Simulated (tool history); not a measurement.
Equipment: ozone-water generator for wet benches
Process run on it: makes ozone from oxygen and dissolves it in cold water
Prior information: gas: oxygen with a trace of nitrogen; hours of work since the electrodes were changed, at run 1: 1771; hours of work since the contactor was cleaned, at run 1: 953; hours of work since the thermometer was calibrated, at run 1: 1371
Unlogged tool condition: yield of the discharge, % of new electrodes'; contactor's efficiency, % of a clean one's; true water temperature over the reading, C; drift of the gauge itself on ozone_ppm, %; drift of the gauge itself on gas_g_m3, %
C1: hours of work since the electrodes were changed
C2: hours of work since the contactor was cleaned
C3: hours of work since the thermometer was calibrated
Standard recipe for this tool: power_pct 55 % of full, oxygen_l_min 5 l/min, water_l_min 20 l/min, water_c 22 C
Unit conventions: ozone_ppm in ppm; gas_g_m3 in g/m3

{"run": 1, "hour": 0.0, "power_pct": 55, "oxygen_l_min": 5, "water_l_min": 20, "water_c": 22, "C1": 1771, "C2": 953, "C3": 1371, "ozone_ppm": 14.6, "gas_g_m3": 130.4}
{"run": 2, "hour": 57.7, "power_pct": 55, "oxygen_l_min": 5, "water_l_min": 15, "water_c": 22, "C1": 1810, "C2": 993, "C3": 1411, "ozone_ppm": 18, "gas_g_m3": 129.4}
{"run": 3, "hour": 101.7, "power_pct": 55, "oxygen_l_min": 5.12, "water_l_min": 20, "water_c": 22, "C1": 1840, "C2": 1023, "C3": 1441, "ozone_ppm": 14.6, "gas_g_m3": 129.2}
{"run": 4, "hour": 141.4, "power_pct": 55, "oxygen_l_min": 5.12, "water_l_min": 20, "water_c": 22, "C1": 1868, "C2": 1050, "C3": 1468, "ozone_ppm": 14.6, "gas_g_m3": 127.5}
{"run": 5, "hour": 181.8, "power_pct": 55, "oxygen_l_min": 5.12, "water_l_min": 20, "water_c": 22, "C1": 1895, "C2": 1078, "C3": 1496, "ozone_ppm": 14.5, "gas_g_m3": 127.8}
{"run": 6, "hour": 236.7, "power_pct": 55, "oxygen_l_min": 5, "water_l_min": 20, "water_c": 22, "C1": 1933, "C2": 1115, "C3": 1533, "ozone_ppm": 14.4, "gas_g_m3": 129.3}
{"run": 7, "hour": 266.1, "power_pct": 55, "oxygen_l_min": 5, "water_l_min": 20, "water_c": 22, "C1": 1953, "C2": 1136, "C3": 1553, "ozone_ppm": 14.5, "gas_g_m3": 129.3}
{"run": 8, "hour": 322.8, "power_pct": 55, "oxygen_l_min": 5, "water_l_min": 20, "water_c": 22, "C1": 1992, "C2": 1174, "C3": 1592, "ozone_ppm": 14.4, "gas_g_m3": 128.8}
{"run": 9, "hour": 364.9, "power_pct": 55, "oxygen_l_min": 5, "water_l_min": 20, "water_c": 22, "C1": 2021, "C2": 1203, "C3": 1621, "ozone_ppm": 14.4, "gas_g_m3": 129.5}
{"run": 10, "hour": 420.3, "power_pct": 55, "oxygen_l_min": 5, "water_l_min": 20, "water_c": 22, "C1": 2059, "C2": 1241, "C3": 1659, "ozone_ppm": 14.4, "gas_g_m3": 127.9}
{"run": 11, "hour": 448.3, "power_pct": 55, "oxygen_l_min": 5, "water_l_min": 20, "water_c": 22, "C1": 2078, "C2": 1260, "C3": 1678, "ozone_ppm": 14.5, "gas_g_m3": 128.9}
{"run": 12, "hour": 496.3, "power_pct": 47, "oxygen_l_min": 5, "water_l_min": 20, "water_c": 22, "C1": 2111, "C2": 1293, "C3": 1711, "ozone_ppm": 13.1, "gas_g_m3": 119.4}
{"run": 13, "hour": 555.2, "power_pct": 47, "oxygen_l_min": 5, "water_l_min": 20, "water_c": 22, "C1": 2151, "C2": 1334, "C3": 1751, "ozone_ppm": 13.2, "gas_g_m3": 118.8}
{"run": 14, "hour": 594.7, "power_pct": 49, "oxygen_l_min": 5, "water_l_min": 20, "water_c": 22, "C1": 2178, "C2": 1361, "C3": 1779, "ozone_ppm": 13.7, "gas_g_m3": 121.1}
{"run": 15, "hour": 630.7, "power_pct": 49, "oxygen_l_min": 5, "water_l_min": 20, "water_c": 22, "C1": 2203, "C2": 1385, "C3": 1803, "ozone_ppm": 13.5, "gas_g_m3": 120.1}
{"run": 16, "hour": 687.8, "power_pct": 49, "oxygen_l_min": 5, "water_l_min": 20, "water_c": 22, "C1": 2242, "C2": 1425, "C3": 1842, "ozone_ppm": 13.3, "gas_g_m3": 119.9}
{"run": 17, "hour": 735.2, "power_pct": 49, "oxygen_l_min": 5, "water_l_min": 20, "water_c": 22, "C1": 2274, "C2": 1457, "C3": 1875, "ozone_ppm": 13.4, "gas_g_m3": 120}
{"run": 18, "hour": 772.8, "power_pct": 80, "oxygen_l_min": 2.73, "water_l_min": 27, "water_c": 16, "C1": 2300, "C2": 1483, "C3": 1901, "ozone_ppm": 12.8, "gas_g_m3": 212.4}
{"run": 19, "hour": 810.4, "power_pct": 85, "oxygen_l_min": 2.85, "water_l_min": 13, "water_c": 29, "C1": 2326, "C2": 1509, "C3": 1926, "ozone_ppm": 21.8, "gas_g_m3": 214.6}
{"run": 20, "hour": 865.0, "power_pct": 55, "oxygen_l_min": 3.5, "water_l_min": 20, "water_c": 21, "C1": 2363, "C2": 1546, "C3": 1964, "ozone_ppm": 13.9, "gas_g_m3": 152.2}
{"run": 21, "hour": 920.7, "power_pct": 55, "oxygen_l_min": 3.5, "water_l_min": 20, "water_c": 21, "C1": 2402, "C2": 1584, "C3": 2002, "ozone_ppm": 14.3, "gas_g_m3": 153.1}
{"run": 22, "hour": 953.9, "power_pct": 55, "oxygen_l_min": 3.5, "water_l_min": 20, "water_c": 21, "C1": 2424, "C2": 1607, "C3": 2025, "ozone_ppm": 13.9, "gas_g_m3": 152}
{"hour": 959.8, "done": "water thermometer calibrated"}
{"run": 23, "hour": 1009.5, "power_pct": 43, "oxygen_l_min": 5, "water_l_min": 20, "water_c": 14, "C1": 2462, "C2": 1645, "C3": 34, "ozone_ppm": 13.9, "gas_g_m3": 111.7}
{"run": 24, "hour": 1036.8, "power_pct": 87, "oxygen_l_min": 6.81, "water_l_min": 25, "water_c": 18, "C1": 2481, "C2": 1663, "C3": 53, "ozone_ppm": 16.2, "gas_g_m3": 140.4}
{"run": 25, "hour": 1065.6, "power_pct": 75, "oxygen_l_min": 5, "water_l_min": 20, "water_c": 14, "C1": 2501, "C2": 1683, "C3": 72, "ozone_ppm": 18.6, "gas_g_m3": 150.1}
{"run": 26, "hour": 1092.5, "power_pct": 75, "oxygen_l_min": 5, "water_l_min": 20, "water_c": 14, "C1": 2519, "C2": 1702, "C3": 91, "ozone_ppm": 19, "gas_g_m3": 150.6}
{"run": 27, "hour": 1133.0, "power_pct": 68, "oxygen_l_min": 6.61, "water_l_min": 16, "water_c": 25, "C1": 2547, "C2": 1729, "C3": 119, "ozone_ppm": 17.1, "gas_g_m3": 124}
{"run": 28, "hour": 1161.1, "power_pct": 85, "oxygen_l_min": 2.95, "water_l_min": 25, "water_c": 18, "C1": 2566, "C2": 1749, "C3": 138, "ozone_ppm": 14.2, "gas_g_m3": 206.3}
{"run": 29, "hour": 1225.1, "power_pct": 68, "oxygen_l_min": 3.72, "water_l_min": 25, "water_c": 18, "C1": 2610, "C2": 1792, "C3": 182, "ozone_ppm": 12.9, "gas_g_m3": 162.6}
{"run": 30, "hour": 1272.8, "power_pct": 55, "oxygen_l_min": 3.04, "water_l_min": 27, "water_c": 19, "C1": 2643, "C2": 1825, "C3": 214, "ozone_ppm": 10.3, "gas_g_m3": 162.3}
{"hour": 1318.2, "done": "water thermometer calibrated, once more"}
{"run": 31, "hour": 1327.1, "power_pct": 55, "oxygen_l_min": 5.34, "water_l_min": 16, "water_c": 19, "C1": 2679, "C2": 1862, "C3": 6, "ozone_ppm": 17.8, "gas_g_m3": 124.6}
{"run": 32, "hour": 1358.6, "power_pct": 55, "oxygen_l_min": 3.13, "water_l_min": 22, "water_c": 16, "C1": 2701, "C2": 1884, "C3": 28, "ozone_ppm": 13.2, "gas_g_m3": 160.1}

Describe how what the log doesn't record of the tool's condition differs between the last listed run preceding each entry between runs and the first listed run following it.
Logged between run 22 and run 23: water thermometer calibrated (hour 959.8)
  yield of the discharge, % of new electrodes': 92.1 -> 92; true water temperature over the reading, C: 0.02 -> 0.03
  measured result minus the result with no hidden state, ozone_ppm: -1.2 -> -1.1 ppm; gas_g_m3: -11.2 -> -7.1 g/m3
Logged between run 30 and run 31: water thermometer calibrated, once more (hour 1318.2)
  yield of the discharge, % of new electrodes': 91.4 -> 91.3; contactor's efficiency, % of a clean one's: 96.5 -> 96.4; true water temperature over the reading, C: 0.03 -> -0.02
  measured result minus the result with no hidden state, ozone_ppm: -1 -> -1.6 ppm; gas_g_m3: -13.1 -> -10.3 g/m3
